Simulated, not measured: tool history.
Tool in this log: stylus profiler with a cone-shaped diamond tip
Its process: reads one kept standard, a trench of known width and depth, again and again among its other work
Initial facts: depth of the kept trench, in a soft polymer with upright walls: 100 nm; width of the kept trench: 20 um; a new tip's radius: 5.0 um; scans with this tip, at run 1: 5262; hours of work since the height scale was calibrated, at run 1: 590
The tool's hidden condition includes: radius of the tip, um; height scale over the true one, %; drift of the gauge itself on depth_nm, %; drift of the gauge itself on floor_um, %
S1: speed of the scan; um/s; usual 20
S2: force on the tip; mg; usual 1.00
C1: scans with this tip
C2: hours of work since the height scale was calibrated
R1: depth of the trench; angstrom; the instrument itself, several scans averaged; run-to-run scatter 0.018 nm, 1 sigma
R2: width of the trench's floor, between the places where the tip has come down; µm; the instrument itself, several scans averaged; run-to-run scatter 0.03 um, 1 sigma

run,day,S1,S2,C1,C2,R1,R2
1,0.000,20,1.00,5262,590,1010.2,17.70
2,1.088,20,1.00,5385,603,1010.3,17.71
3,2.208,20,1.00,5511,618,1010.4,17.69
4,3.938,20,0.37,5705,639,1006.2,17.67
5,5.712,64,1.00,5904,662,1010.4,17.56
6,6.688,20,1.00,6014,674,1010.2,17.72
7,8.246,20,1.00,6189,694,1010.5,17.71
8,9.300,20,0.52,6307,707,1007.2,17.70
9,10.312,20,0.52,6421,720,1007.1,17.71
10,11.679,20,0.52,6575,737,1007.4,17.73
11,12.800,52,0.52,6701,751,1007.6,17.57
12,13.950,18,0.52,6830,765,1007.5,17.68
13,15.362,70,0.35,6989,783,1006.6,17.35
14,16.188,8,0.57,7082,794,1008.1,17.76
15,17.958,12,0.78,7280,816,1009.0,17.75
16,19.446,38,0.54,7448,835,1007.6,17.55
# day 19.621: height scale calibrated on a step standard
17,21.421,38,0.54,7668,23,1008.8,17.53
18,22.471,40,1.69,7786,36,1015.5,17.55
19,23.542,40,1.69,7906,49,1015.5,17.66
20,25.479,26,0.41,8124,74,1007.5,17.65
21,26.388,14,0.70,8226,85,1010.1,17.64
22,27.462,65,1.10,8347,99,1012.7,17.48
23,28.517,65,1.10,8465,112,1012.2,17.49
24,29.638,6,0.76,8591,126,1010.4,17.72

Below are 4 alternative next runs, each starting from the tool's condition after run 24. Predict each:
# day 29.962: height scale calibrated on a step standard, once more
A,30.479,10,1.13,8683,6,?,?
# day 29.962: height scale calibrated on a step standard, once more
B,30.479,78,0.42,8683,6,?,?
# day 29.962: height scale calibrated on a step standard, once more
C,30.479,12,1.83,8683,6,?,?
# day 29.962: height scale calibrated on a step standard, once more
D,30.479,19,1.56,8683,6,?,?

run,R1,R2
A,1009.7,17.73
B,1005.2,17.32
C,1013.6,17.63
D,1012.1,17.68
With the hidden condition removed and each run's random variation left untouched, the same runs would have given:
run,R1,R2
A,1009.5,18.04
B,1005.1,17.63
C,1013.4,17.95
D,1011.9,17.99

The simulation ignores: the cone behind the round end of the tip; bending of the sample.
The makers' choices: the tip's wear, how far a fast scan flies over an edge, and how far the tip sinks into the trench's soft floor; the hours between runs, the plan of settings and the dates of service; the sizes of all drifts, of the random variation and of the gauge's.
